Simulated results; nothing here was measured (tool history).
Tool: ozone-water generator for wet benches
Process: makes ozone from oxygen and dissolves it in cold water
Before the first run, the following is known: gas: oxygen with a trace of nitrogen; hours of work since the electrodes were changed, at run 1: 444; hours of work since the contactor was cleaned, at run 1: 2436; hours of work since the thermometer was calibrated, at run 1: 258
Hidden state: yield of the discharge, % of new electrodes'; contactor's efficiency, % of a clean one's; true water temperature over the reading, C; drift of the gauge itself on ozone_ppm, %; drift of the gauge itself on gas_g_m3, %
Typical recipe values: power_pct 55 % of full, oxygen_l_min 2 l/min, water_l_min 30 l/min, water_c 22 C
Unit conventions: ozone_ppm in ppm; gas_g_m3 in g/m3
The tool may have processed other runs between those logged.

run,day,power_pct,oxygen_l_min,water_l_min,water_c,hours of work since the electrodes were changed,hours of work since the contactor was cleaned,hours of work since the thermometer was calibrated,ozone_ppm,gas_g_m3
1,0,55,2,30,22,444,2436,258,6,189
2,2.108,55,2,30,22,484,2476,298,6.2,188.3
3,4.371,61,2,30,22,527,2519,341,6.5,199.5
4,5.729,61,2,26,22,553,2544,367,7.7,199.3
5,7.812,55,1.07,30,22,592,2584,406,5.3,284
6,10.192,55,1.07,30,22,637,2628,451,5.4,283.2
7,11.375,55,1.07,30,22,659,2651,473,5.3,284.2
8,12.967,55,1.07,30,22,689,2681,503,5.4,282
9,14.779,55,1.07,30,22,723,2715,537,5.5,289.3
10,15.996,55,2,39,22,746,2738,560,4.3,186.2
11,18.129,55,2,30,22,787,2778,601,6.1,187.5
12,20.608,55,2,30,22,833,2825,647,6.2,187.6
13,22.979,55,2,30,22,878,2870,692,5.9,188.1
14,24.004,55,2,25,22,898,2889,712,7.5,188.1
15,25.096,55,2,25,22,918,2910,732,7.7,189.1
16,26.133,55,2,25,22,938,2929,752,7.5,187.5
17,27.754,68,2,30,14,968,2960,782,7,209.1
18,30.183,48,2,37,27,1014,3006,828,4.2,176.1
19,31.808,48,2,37,27,1045,3037,859,4.3,175.8
20,33.392,48,2,37,27,1075,3066,889,4.2,176
21,35.883,93,1.23,39,27,1122,3114,936,5,334.4
22,37.458,55,1.19,30,17,1152,3143,966,5.7,264.6
23,38.492,55,2.63,30,19,1171,3163,985,6.4,156
24,40.975,55,3.09,30,19,1218,3210,1032,6.6,140.1
25,42.338,55,1.93,30,15,1244,3235,1058,6.4,192.8
26,43.538,76,2,34,22,1266,3258,1080,6,220.2
27,45.008,76,2,34,22,1294,3286,1108,5.9,222.8
28,46.604,55,2,19,22,1324,3316,1138,10.2,186.7
29,49.046,84,1.67,30,15,1370,3362,1184,7.3,256.8
30,50.754,55,2,24,22,1403,3394,1217,7.8,186.9
31,52.033,55,1.65,24,22,1427,3418,1241,7.7,211.7
32,54.479,90,1.13,22,29,1473,3465,1287,9.8,349.7

Some steps in ozone_ppm, run to run, broken into two amounts with sign: the step expected even without the hidden condition (settings, incoming material, random variation), and the rest, left for the hidden condition together with whatever gauge scatter is not in both the measured and the hidden-condition-free result:
Run 3 -> 4: water_l_min 30 -> 26. ozone_ppm +1.2 ppm: hidden state -0.1, all else +1.3.
Run 4 -> 5: power_pct 61 -> 55, oxygen_l_min 2 -> 1.07, water_l_min 26 -> 30. ozone_ppm -2.4 ppm: hidden state +0.1, all else -2.5.
Run 17 -> 18: power_pct 68 -> 48, water_l_min 30 -> 37, water_c 14 -> 27. ozone_ppm -2.8 ppm: hidden state +0.1, all else -2.9.
Run 27 -> 28: power_pct 76 -> 55, water_l_min 34 -> 19. ozone_ppm +4.3 ppm: hidden state -0.2, all else +4.5.
Run 28 -> 29: power_pct 55 -> 84, oxygen_l_min 2 -> 1.67, water_l_min 19 -> 30, water_c 22 -> 15. ozone_ppm -2.9 ppm: hidden state +0, all else -2.9.
